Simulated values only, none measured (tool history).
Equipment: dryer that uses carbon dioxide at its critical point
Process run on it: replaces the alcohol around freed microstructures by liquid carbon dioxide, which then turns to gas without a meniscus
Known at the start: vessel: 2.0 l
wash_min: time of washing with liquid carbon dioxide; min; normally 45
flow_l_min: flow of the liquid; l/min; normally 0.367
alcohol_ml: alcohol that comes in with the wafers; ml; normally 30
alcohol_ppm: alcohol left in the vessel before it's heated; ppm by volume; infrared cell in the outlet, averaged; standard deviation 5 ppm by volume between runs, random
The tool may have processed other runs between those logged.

run    hour  wash_min  flow_l_min  alcohol_ml  alcohol_ppm
  1     0.0        45       0.367          30          117
  2    36.4        45       0.367          30          120
  3    81.3        45       0.367          30          125
  4   109.5        45       0.367          30          122
  5   161.2        45       0.367          30          119
  6   221.1        45       0.335          30          154
  7   281.5        45       0.367          30          126
  8   329.5        57       0.367          30           84
  9   363.0        57       0.367          30           91
 10   399.0        57       0.316          30          115
 11   449.8        57       0.316          30          121
 12   499.2        45       0.367          30          131
 13   532.2        45       0.367          27          146
 14   568.2        45       0.367          27          150
 15   610.5        45       0.367          27          142
 16   671.3        30       0.293          80         1913
 17   703.1        45       0.367         104          178
 18   743.5        45       0.367         104          181
 19   770.3        45       0.478          26           15
 20   813.0        45       0.528          37           11
 21   838.9        47       0.235          68          779
 22   883.5        47       0.279          30          184
 23   920.9        30       0.279          62         1795
 24   980.9        45       0.294          30          184
 25  1039.9        37       0.592          33           30
 26  1080.3        32       0.331         116         1624
 27  1138.2        54       0.557          43           26
 28  1167.1        39       0.289          91         1060
 29  1214.3        39       0.502          32           45

Not shown: 2 entries that the log had between the listed runs. Between which runs, and how does the tool's hidden state differ before and after?
Run 15 -> run 16: purifier's bed changed (hour 619.0)
  flow that reaches the vessel past the clogged filter, %: 95.9 -> 95.6; alcohol in the recycled carbon dioxide, ppm: 99.3 -> 8.7
  measured less the result without the state, alcohol_ppm: +101 -> +251 ppm by volume
Run 28 -> run 29: inlet filter changed (hour 1214.0)
  flow that reaches the vessel past the clogged filter, %: 93.4 -> 99.5; alcohol in the recycled carbon dioxide, ppm: 32.2 -> 34.5
  measured less the result without the state, alcohol_ppm: +267 -> +29 ppm by volume

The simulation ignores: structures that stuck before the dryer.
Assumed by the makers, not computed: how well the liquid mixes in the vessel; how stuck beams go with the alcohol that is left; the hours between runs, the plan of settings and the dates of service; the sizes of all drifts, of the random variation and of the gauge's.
